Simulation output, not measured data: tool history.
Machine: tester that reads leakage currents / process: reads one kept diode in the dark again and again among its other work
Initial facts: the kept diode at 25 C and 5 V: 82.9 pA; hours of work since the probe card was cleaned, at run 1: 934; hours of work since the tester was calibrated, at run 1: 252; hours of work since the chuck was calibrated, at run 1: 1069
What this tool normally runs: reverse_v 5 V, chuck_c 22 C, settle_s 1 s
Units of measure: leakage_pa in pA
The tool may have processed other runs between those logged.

run    hour  reverse_v  chuck_c  settle_s  hours of work since the probe card was cleaned  hours of work since the tester was calibrated  hours of work since the chuck was calibrated  leakage_pa
  1       0          5       22         1                                             934                                            252                                          1069       79.45
  2   135.6          5       22         1                                            1014                                            332                                          1150       80.31
  3   309.5          5       22         1                                            1117                                            435                                          1252        81.8
  4   562.3          5       22         1                                            1267                                            584                                          1402       84.43
      728.2  -- chuck's temperature calibrated
  5   786.8       1.11       22         1                                            1398                                            716                                            35       29.52
  6   937.5          5       22         1                                            1488                                            805                                           124       72.43
  7  1054.2          5       24         1                                            1557                                            874                                           193        86.3
  8  1214.8          5       24         1                                            1652                                            969                                           288       88.26
  9  1345.4       2.25       24         1                                            1729                                           1047                                           365       55.96
 10  1452.1       1.75       55       6.3                                            1792                                           1110                                           428      603.56
 11  1562.7       1.83       55       6.3                                            1858                                           1175                                           494      623.88
 12  1683.8       1.83       49      1.71                                            1929                                           1247                                           565      401.84
 13  1917.3          5       23      2.13                                            2067                                           1385                                           704       86.34
 14  2103.3          5       23      2.13                                            2177                                           1495                                           814       87.31
 15  2246.8          5       23      2.13                                            2262                                           1580                                           899       89.56
 16  2428.5          5       23      2.13                                            2370                                           1687                                          1006       90.68

Each row is a separate what-if for the run after 16, all from the same tool condition, not one after another. Results?
  A  2663.1          5       39      3.84                                            2509                                           1826                                          1145           ?
  B  2663.1       2.72       44      0.97                                            2509                                           1826                                          1145           ?
  C  2663.1          5       37         1                                            2509                                           1826                                          1145           ?
  D  2663.1       2.88       23      2.13                                            2509                                           1826                                          1145           ?
  E  2663.1       1.95       23      2.13                                            2509                                           1826                                          1145           ?

run  leakage_pa
  A      344.22
  B      362.99
  C      292.52
  D        67.2
  E       53.36
With no hidden state in the tool, these same runs would have given:
run  leakage_pa
  A      282.87
  B      303.75
  C      238.99
  D        51.5
  E       41.39
